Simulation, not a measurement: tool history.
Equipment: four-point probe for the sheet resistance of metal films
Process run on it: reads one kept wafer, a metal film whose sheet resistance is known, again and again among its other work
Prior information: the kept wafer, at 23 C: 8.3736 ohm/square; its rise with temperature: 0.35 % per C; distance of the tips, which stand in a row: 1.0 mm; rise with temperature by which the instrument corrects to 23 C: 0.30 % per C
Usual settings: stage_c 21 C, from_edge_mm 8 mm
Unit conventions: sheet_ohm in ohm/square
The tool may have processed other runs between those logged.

| run | hour | stage_c | from_edge_mm | sheet_ohm |
|---|---|---|---|---|
| 1 | 0 | 21 | 8 | 8.435731 |
| 2 | 33.9 | 27 | 8 | 8.460508 |
| 3 | 74.9 | 33 | 8 | 8.489515 |
| 4 | 100 | 33 | 8 | 8.489072 |
| 5 | 145.3 | 24 | 8 | 8.45278 |
| 6 | 187.3 | 24 | 8 | 8.449032 |
| 7 | 213.3 | 24 | 8 | 8.447784 |
| 8 | 259 | 24 | 8 | 8.449362 |
| 9 | 308.9 | 24 | 8 | 8.448266 |
| 10 | 350.4 | 34 | 8 | 8.491353 |
| 11 | 386.4 | 34 | 8 | 8.495129 |
| 12 | 426.5 | 34 | 8 | 8.494178 |
| 13 | 451.3 | 34 | 8 | 8.49224 |
| 14 | 479.2 | 34 | 8 | 8.497449 |
| 15 | 527.4 | 34 | 8 | 8.498329 |
| 16 | 553.5 | 34 | 8 | 8.495137 |
| 17 | 597 | 34 | 8 | 8.49299 |
| 18 | 636.6 | 21 | 8 | 8.432068 |
| 19 | 663.7 | 21 | 63 | 8.364857 |
| 20 | 692.1 | 21 | 7 | 8.456474 |
| 21 | 724 | 25 | 8 | 8.455326 |
| 22 | 769.9 | 21 | 8 | 8.43129 |
| 23 | 813.9 | 21 | 8 | 8.432457 |
| 24 | 838.6 | 21 | 8 | 8.43521 |
| 25 | 877.8 | 21 | 23 | 8.37222 |
| 26 | 911.9 | 25 | 42 | 8.383591 |
| 27 | 959.8 | 20 | 35 | 8.359568 |
| 28 | 1012.3 | 25 | 53 | 8.384983 |
| 29 | 1051.6 | 22 | 8 | 8.438252 |
| 30 | 1076.6 | 28 | 17 | 8.411646 |
| 31 | 1099.6 | 28 | 17 | 8.411369 |
| 32 | 1148.2 | 30 | 17 | 8.421573 |
| 33 | 1190.8 | 29 | 16 | 8.419799 |
| 34 | 1226.1 | 29 | 51 | 8.401528 |
| 35 | 1259.4 | 30 | 5 | 8.584584 |
| 36 | 1307.1 | 30 | 5 | 8.584331 |
| 37 | 1338.7 | 21 | 9 | 8.420572 |
| 38 | 1376.7 | 31 | 5 | 8.58694 |
| 39 | 1432.1 | 31 | 5 | 8.587563 |
| 40 | 1454.6 | 31 | 20 | 8.418358 |
| 41 | 1479.1 | 24 | 8 | 8.447375 |
| 42 | 1519.9 | 31 | 31 | 8.418728 |
| 43 | 1567.9 | 31 | 31 | 8.413494 |
| 44 | 1607.7 | 31 | 31 | 8.414517 |

Taken out of this log: 1 entry between the listed runs. Where each belongs, and how the hidden state differs across it:
After run 16, before run 17: stage's thermometer calibrated (hour 596.2)
  wafer's true temperature over the reading, C: -0.01 -> 0

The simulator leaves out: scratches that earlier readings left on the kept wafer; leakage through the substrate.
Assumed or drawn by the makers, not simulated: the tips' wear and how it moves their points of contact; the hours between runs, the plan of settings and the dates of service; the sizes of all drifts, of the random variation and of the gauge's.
